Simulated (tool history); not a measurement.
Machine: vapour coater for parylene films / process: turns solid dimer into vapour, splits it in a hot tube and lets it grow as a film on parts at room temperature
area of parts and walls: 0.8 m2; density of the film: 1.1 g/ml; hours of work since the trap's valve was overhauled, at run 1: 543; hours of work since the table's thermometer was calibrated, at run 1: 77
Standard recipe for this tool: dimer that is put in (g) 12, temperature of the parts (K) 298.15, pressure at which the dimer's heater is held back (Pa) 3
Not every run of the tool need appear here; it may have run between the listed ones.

run	hour	dimer that is put in (g)	temperature of the parts (K)	pressure at which the dimer's heater is held back (Pa)	hours of work since the trap's valve was overhauled	hours of work since the table's thermometer was calibrated	thickness of the film (um)
1	0	12	298.15	3	543	77	9.61
2	19.3	12	298.15	2.09	555	89	10.03
3	62.6	12	298.15	3	582	115	9.68
4	92.9	12	298.15	3	600	134	9.44
5	128.3	6	298.15	3	622	156	4.7
6	150	6	298.15	3	636	169	4.74
7	187.6	6	298.15	3	659	192	4.67
# hour 201.9: trap's valve overhauled
8	212.8	6	298.15	3	7	205	5.13
9	242.5	6	298.15	3	25	224	5.06
10	277.7	12	298.15	3	47	245	10.2
11	308.4	12	298.15	3	66	264	10.08
12	334.4	15	309.15	4.49	82	280	9.52
13	360.1	15	309.15	4.49	97	296	9.38
14	395.1	15	309.15	4.49	119	318	9.34
15	412.6	15	309.15	4.49	130	328	9.31

Run 16, settings as shown, results not yet in. Your forecast:
16	438.5	15	296.15	11.25	146	344	?

For run 16 the tool returned thickness of the film (um) 10.84.
On a tool with no hidden condition, and with the same random variation, this run would have come out at thickness of the film (um) 11.18.

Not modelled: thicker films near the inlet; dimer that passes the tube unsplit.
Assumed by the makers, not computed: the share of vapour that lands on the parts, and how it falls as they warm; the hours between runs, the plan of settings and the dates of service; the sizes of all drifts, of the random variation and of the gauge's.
